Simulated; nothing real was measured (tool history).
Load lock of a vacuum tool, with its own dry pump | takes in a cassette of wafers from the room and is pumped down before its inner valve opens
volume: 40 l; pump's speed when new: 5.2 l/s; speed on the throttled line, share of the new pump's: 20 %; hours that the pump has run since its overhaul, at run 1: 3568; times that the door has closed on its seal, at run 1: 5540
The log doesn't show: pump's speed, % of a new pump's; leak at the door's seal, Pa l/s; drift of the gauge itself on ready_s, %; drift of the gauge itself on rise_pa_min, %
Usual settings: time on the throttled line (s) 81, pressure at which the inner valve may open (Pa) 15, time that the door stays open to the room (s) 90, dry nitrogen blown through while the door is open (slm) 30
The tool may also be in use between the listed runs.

| run | hour | time on the throttled line (s) | pressure at which the inner valve may open (Pa) | time that the door stays open to the room (s) | dry nitrogen blown through while the door is open (slm) | hours that the pump has run since its overhaul | times that the door has closed on its seal | incoming humidity of the room's air, % | time from the closed door until the inner valve may open (s) | rise of the pressure with all valves shut (Pa/min) |
|---|---|---|---|---|---|---|---|---|---|---|
| 1 | 0 | 81 | 15 | 90 | 30 | 3568 | 5540 | 44.9 | 133.1 | 0.052 |
| 2 | 87.2 | 81 | 15 | 90 | 30 | 3655 | 5820 | 44.4 | 133.2 | 0.053 |
| 3 | 171.8 | 81 | 15 | 90 | 30 | 3739 | 6091 | 40.7 | 133.4 | 0.053 |
| 4 | 355.8 | 81 | 15 | 90 | 30 | 3923 | 6680 | 47.2 | 134.8 | 0.052 |
| 5 | 464.3 | 81 | 15 | 90 | 30 | 4032 | 7028 | 44.4 | 132.3 | 0.047 |
| 6 | 596.8 | 81 | 15 | 90 | 30 | 4164 | 7452 | 45.8 | 134.4 | 0.053 |
| 7 | 779.9 | 81 | 15 | 90 | 30 | 4348 | 8039 | 42.8 | 131.6 | 0.051 |
| 8 | 941.6 | 81 | 15 | 90 | 19 | 4509 | 8557 | 41.9 | 135.6 | 0.058 |
| 9 | 1036.8 | 81 | 15 | 90 | 19 | 4604 | 8862 | 45.3 | 133.3 | 0.061 |
| 10 | 1151.7 | 81 | 15 | 42 | 30 | 4719 | 9230 | 43 | 132.9 | 0.04 |
| 11 | 1238.4 | 81 | 15 | 42 | 30 | 4806 | 9507 | 45.5 | 132.9 | 0.047 |
| 12 | 1346.4 | 81 | 15 | 90 | 30 | 4914 | 9853 | 46.5 | 133.2 | 0.055 |
| 13 | 1475.4 | 71 | 15 | 90 | 30 | 5043 | 10267 | 44.9 | 126.7 | 0.051 |
| 14 | 1583.9 | 71 | 15 | 90 | 30 | 5152 | 10614 | 41.9 | 125.7 | 0.044 |
| 15 | 1708 | 81 | 15 | 90 | 7 | 5276 | 11012 | 43.1 | 132.9 | 0.079 |
| 16 | 1818.3 | 81 | 15 | 90 | 7 | 5386 | 11365 | 46.5 | 133.9 | 0.078 |
| 17 | 1940.3 | 81 | 11 | 90 | 30 | 5508 | 11756 | 43.4 | 135.6 | 0.047 |
| 18 | 2030.2 | 81 | 15 | 90 | 30 | 5598 | 12044 | 48.8 | 131.2 | 0.056 |
| 19 | 2155.1 | 81 | 30 | 90 | 30 | 5723 | 12444 | 44.8 | 127.9 | 0.051 |
| 20 | 2249.1 | 132 | 19 | 194 | 20 | 5817 | 12745 | 42.3 | 174.1 | 0.07 |
| 21 | 2414.8 | 81 | 15 | 90 | 30 | 5982 | 13276 | 41.7 | 132.1 | 0.047 |
| 22 | 2521.7 | 102 | 11 | 90 | 30 | 6089 | 13619 | 42.7 | 150 | 0.055 |
| 23 | 2640.3 | 102 | 11 | 90 | 30 | 6208 | 13999 | 44.5 | 153.4 | 0.052 |
| 24 | 2829.9 | 74 | 14 | 156 | 30 | 6398 | 14606 | 46.1 | 129.1 | 0.063 |
| 25 | 2969 | 74 | 14 | 156 | 30 | 6537 | 15051 | 44.9 | 127.3 | 0.064 |
| 26 | 3153.1 | 81 | 15 | 90 | 24 | 6721 | 15641 | 44.5 | 133 | 0.058 |
| 27 | 3257.7 | 120 | 15 | 90 | 9 | 6825 | 15976 | 46.2 | 164.5 | 0.071 |
| 28 | 3388.5 | 120 | 15 | 90 | 9 | 6956 | 16395 | 43 | 164.8 | 0.073 |
| 29 | 3509.4 | 123 | 11 | 96 | 18 | 7077 | 16783 | 45.7 | 168.7 | 0.066 |
| 30 | 3623 | 81 | 15 | 90 | 38 | 7191 | 17146 | 48.1 | 133.5 | 0.052 |
| 31 | 3810.9 | 95 | 10 | 90 | 10 | 7378 | 17748 | 45.8 | 148.6 | 0.075 |
| 32 | 3895 | 47 | 10 | 215 | 7 | 7463 | 18018 | 46.9 | 110.3 | 0.104 |
| 33 | 4060 | 49 | 19 | 90 | 4 | 7628 | 18546 | 47.8 | 106 | 0.09 |
| 34 | 4221.7 | 146 | 15 | 90 | 30 | 7789 | 19064 | 44 | 185.1 | 0.051 |
| 35 | 4334.6 | 146 | 15 | 90 | 30 | 7902 | 19426 | 47.6 | 185.1 | 0.057 |
| 36 | 4500 | 70 | 22 | 104 | 27 | 8068 | 19956 | 46.6 | 120.8 | 0.059 |
| 37 | 4611.2 | 70 | 22 | 104 | 27 | 8179 | 20312 | 48.2 | 120.2 | 0.057 |
| 38 | 4772.3 | 58 | 10 | 161 | 30 | 8340 | 20828 | 46.6 | 118.5 | 0.068 |

Forecast each of these 3 alternatives for the next run:
| A | 4921.1 | 58 | 29 | 45 | 41 | 8489 | 21305 | 48.5 | ? | ? |
| B | 4921.1 | 58 | 10 | 74 | 34 | 8489 | 21305 | 44.1 | ? | ? |
| C | 4921.1 | 160 | 10 | 161 | 30 | 8489 | 21305 | 42.8 | ? | ? |

| run | time from the closed door until the inner valve may open (s) | rise of the pressure with all valves shut (Pa/min) |
|---|---|---|
| A | 110.1 | 0.038 |
| B | 118.3 | 0.05 |
| C | 198.3 | 0.062 |
Without the tool's hidden state the same runs would have given:
| run | time from the closed door until the inner valve may open (s) | rise of the pressure with all valves shut (Pa/min) |
|---|---|---|
| A | 110 | 0.038 |
| B | 118.3 | 0.05 |
| C | 198.2 | 0.062 |
